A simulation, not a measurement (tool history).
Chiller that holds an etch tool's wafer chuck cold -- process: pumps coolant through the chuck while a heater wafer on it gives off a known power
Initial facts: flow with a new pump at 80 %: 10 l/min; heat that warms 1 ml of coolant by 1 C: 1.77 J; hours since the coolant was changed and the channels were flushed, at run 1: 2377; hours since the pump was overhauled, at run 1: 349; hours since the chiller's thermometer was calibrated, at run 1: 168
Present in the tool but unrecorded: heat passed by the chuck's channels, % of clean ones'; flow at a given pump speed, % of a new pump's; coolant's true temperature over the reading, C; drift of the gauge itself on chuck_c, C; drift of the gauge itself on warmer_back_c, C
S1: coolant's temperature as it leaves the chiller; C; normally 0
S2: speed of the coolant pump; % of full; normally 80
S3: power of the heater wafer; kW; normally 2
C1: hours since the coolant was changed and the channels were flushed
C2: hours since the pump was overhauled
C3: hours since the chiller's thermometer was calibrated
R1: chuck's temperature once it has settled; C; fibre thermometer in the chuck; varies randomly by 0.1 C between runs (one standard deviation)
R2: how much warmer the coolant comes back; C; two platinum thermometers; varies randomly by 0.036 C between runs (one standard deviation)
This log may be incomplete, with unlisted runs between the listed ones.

{"run": 1, "hour": 0.0, "S1": 0, "S2": 80, "S3": 2, "C1": 2377, "C2": 349, "C3": 168, "R1": 14.4, "R2": 6.96}
{"run": 2, "hour": 38.1, "S1": 0, "S2": 91, "S3": 2, "C1": 2415, "C2": 387, "C3": 206, "R1": 13.4, "R2": 6.17}
{"run": 3, "hour": 74.4, "S1": 0, "S2": 91, "S3": 2, "C1": 2452, "C2": 423, "C3": 242, "R1": 13.4, "R2": 6.11}
{"run": 4, "hour": 102.6, "S1": -7, "S2": 80, "S3": 2, "C1": 2480, "C2": 452, "C3": 271, "R1": 7.4, "R2": 6.92}
{"run": 5, "hour": 121.2, "S1": -7, "S2": 80, "S3": 2, "C1": 2498, "C2": 470, "C3": 289, "R1": 7.5, "R2": 6.93}
{"run": 6, "hour": 140.7, "S1": 0, "S2": 80, "S3": 2, "C1": 2518, "C2": 490, "C3": 309, "R1": 14.5, "R2": 6.97}
{"run": 7, "hour": 171.9, "S1": 0, "S2": 80, "S3": 2, "C1": 2549, "C2": 521, "C3": 340, "R1": 14.7, "R2": 6.97}
{"run": 8, "hour": 214.9, "S1": 0, "S2": 80, "S3": 2, "C1": 2592, "C2": 564, "C3": 383, "R1": 14.4, "R2": 6.98}
{"run": 9, "hour": 232.9, "S1": 0, "S2": 80, "S3": 2, "C1": 2610, "C2": 582, "C3": 401, "R1": 14.6, "R2": 6.92}
{"run": 10, "hour": 257.3, "S1": 0, "S2": 80, "S3": 2, "C1": 2634, "C2": 606, "C3": 425, "R1": 14.5, "R2": 7.02}
{"run": 11, "hour": 296.6, "S1": 0, "S2": 80, "S3": 2, "C1": 2674, "C2": 645, "C3": 464, "R1": 14.7, "R2": 6.98}
{"run": 12, "hour": 334.2, "S1": 0, "S2": 80, "S3": 2, "C1": 2711, "C2": 683, "C3": 502, "R1": 14.6, "R2": 7.02}
{"run": 13, "hour": 359.6, "S1": 0, "S2": 80, "S3": 2, "C1": 2737, "C2": 708, "C3": 527, "R1": 14.7, "R2": 7.05}
{"hour": 367.7, "done": "coolant pump overhauled"}
{"run": 14, "hour": 408.1, "S1": 0, "S2": 69, "S3": 1.496, "C1": 2780, "C2": 40, "C3": 571, "R1": 11.8, "R2": 6.07}
{"run": 15, "hour": 431.5, "S1": 0, "S2": 69, "S3": 1.496, "C1": 2804, "C2": 64, "C3": 594, "R1": 12.1, "R2": 6.17}
{"run": 16, "hour": 458.4, "S1": 8, "S2": 63, "S3": 1.883, "C1": 2831, "C2": 91, "C3": 621, "R1": 24, "R2": 8.53}
{"run": 17, "hour": 488.0, "S1": 0, "S2": 76, "S3": 2, "C1": 2860, "C2": 120, "C3": 651, "R1": 15.3, "R2": 7.57}
{"run": 18, "hour": 514.5, "S1": 2, "S2": 62, "S3": 2, "C1": 2887, "C2": 147, "C3": 677, "R1": 19.1, "R2": 9.1}
{"run": 19, "hour": 533.6, "S1": -4, "S2": 97, "S3": 2, "C1": 2906, "C2": 166, "C3": 696, "R1": 9.4, "R2": 5.9}
{"run": 20, "hour": 557.2, "S1": -4, "S2": 97, "S3": 2, "C1": 2929, "C2": 190, "C3": 720, "R1": 9.4, "R2": 5.91}
{"hour": 565.4, "done": "coolant pump overhauled, once more"}
{"run": 21, "hour": 593.3, "S1": -6, "S2": 80, "S3": 1.887, "C1": 2960, "C2": 28, "C3": 751, "R1": 7.8, "R2": 6.49}
{"run": 22, "hour": 630.3, "S1": -6, "S2": 80, "S3": 1.705, "C1": 2997, "C2": 65, "C3": 788, "R1": 6.2, "R2": 5.87}
{"run": 23, "hour": 657.9, "S1": -6, "S2": 80, "S3": 1.705, "C1": 3025, "C2": 93, "C3": 816, "R1": 6.3, "R2": 5.81}
{"run": 24, "hour": 684.4, "S1": -6, "S2": 80, "S3": 1.705, "C1": 3051, "C2": 119, "C3": 842, "R1": 6.4, "R2": 5.85}

What if the next run were any one of these 3? Each begins from the tool's condition after run 24:
{"run": "A", "hour": 714.9, "S1": -6, "S2": 80, "S3": 2.896, "C1": 3082, "C2": 149, "C3": 873, "R1": "?", "R2": "?"}
{"run": "B", "hour": 714.9, "S1": 7, "S2": 80, "S3": 1.086, "C1": 3082, "C2": 149, "C3": 873, "R1": "?", "R2": "?"}
{"run": "C", "hour": 714.9, "S1": -8, "S2": 80, "S3": 2, "C1": 3082, "C2": 149, "C3": 873, "R1": "?", "R2": "?"}

run=A R1=15.3 R2=9.86
run=B R1=14.7 R2=3.69
run=C R1=6.6 R2=6.87
Take away the tool's hidden state, keep each run's random variation, and the runs would have read:
run=A R1=13.7 R2=9.78
run=B R1=14.3 R2=3.66
run=C R1=5.5 R2=6.82
